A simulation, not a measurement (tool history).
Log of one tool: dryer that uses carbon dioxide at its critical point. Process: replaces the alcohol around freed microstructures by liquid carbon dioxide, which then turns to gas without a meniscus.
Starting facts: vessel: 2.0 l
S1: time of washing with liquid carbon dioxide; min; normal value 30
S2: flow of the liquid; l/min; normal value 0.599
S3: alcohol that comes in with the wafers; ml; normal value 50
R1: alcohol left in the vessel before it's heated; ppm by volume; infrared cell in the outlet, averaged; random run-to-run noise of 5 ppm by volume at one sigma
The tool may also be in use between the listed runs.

run	hour	S1	S2	S3	R1
1	0.0	30	0.599	50	51
2	20.0	30	0.434	50	243
3	33.2	30	0.599	50	54
4	44.3	30	0.599	103	75
5	54.8	30	0.599	100	87
6	67.5	30	0.599	100	80
7	88.7	30	0.599	50	54
8	106.8	30	0.599	50	57
9	125.2	30	0.599	90	88
10	141.3	30	0.599	90	101
11	150.0	27	0.797	46	45
12	167.6	27	0.797	46	30
13	180.0	30	0.506	30	97
14	194.3	30	0.599	57	85
15	210.6	37	0.466	36	73
16	228.2	41	0.362	84	285
17	245.9	41	0.802	83	36
18	257.4	41	0.401	33	90
19	274.3	23	0.370	50	1394

Branching from run 19: 3 alternative next runs. What would each branch give?
A	284.4	44	0.370	50	?
B	284.4	30	0.493	50	?
C	284.4	30	0.537	25	?

run	R1
A	140
B	184
C	81
Had the tool no hidden state, the same runs would have come out as:
run	R1
A	56
B	81
C	25
